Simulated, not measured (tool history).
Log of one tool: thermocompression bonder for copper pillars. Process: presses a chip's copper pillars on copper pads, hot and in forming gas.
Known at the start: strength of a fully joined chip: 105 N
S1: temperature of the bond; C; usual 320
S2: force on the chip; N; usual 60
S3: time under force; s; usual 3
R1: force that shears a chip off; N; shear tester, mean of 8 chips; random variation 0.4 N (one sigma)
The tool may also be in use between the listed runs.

run,hour,S1,S2,S3,R1
1,0.0,320,60,3,49.9
2,44.5,320,60,3,49.7
3,120.7,320,60,3,50.3
4,172.1,301,60,3,43.0
5,205.7,320,60,3,49.3
6,254.4,320,60,2,43.7
7,337.7,320,60,2,43.6
8,406.4,320,60,2,43.3
9,473.8,320,41,3,35.3
10,537.3,320,41,3,35.0
# hour 578.7: forming gas filter changed
11,604.9,350,54,6,72.1
12,688.2,307,60,8,62.8
13,754.8,302,60,6,56.1
14,792.5,335,48,7,62.4
15,871.4,335,48,7,62.5
16,943.1,338,60,8,76.9
17,977.5,320,88,5,76.9
18,1053.9,320,88,5,77.3
19,1104.8,293,69,2,38.2
# hour 1157.3: forming gas filter changed
20,1157.3,313,49,4,45.7

Forecast each of these 4 alternatives for the next run:
A,1234.8,346,49,3,?
B,1234.8,339,75,4,?
C,1234.8,320,37,2,?
D,1234.8,296,63,3,?

run,R1
A,52.7
B,75.4
C,28.0
D,43.9
Without the tool's hidden state the same runs would have given:
run,R1
A,49.4
B,72.0
C,25.7
D,40.4
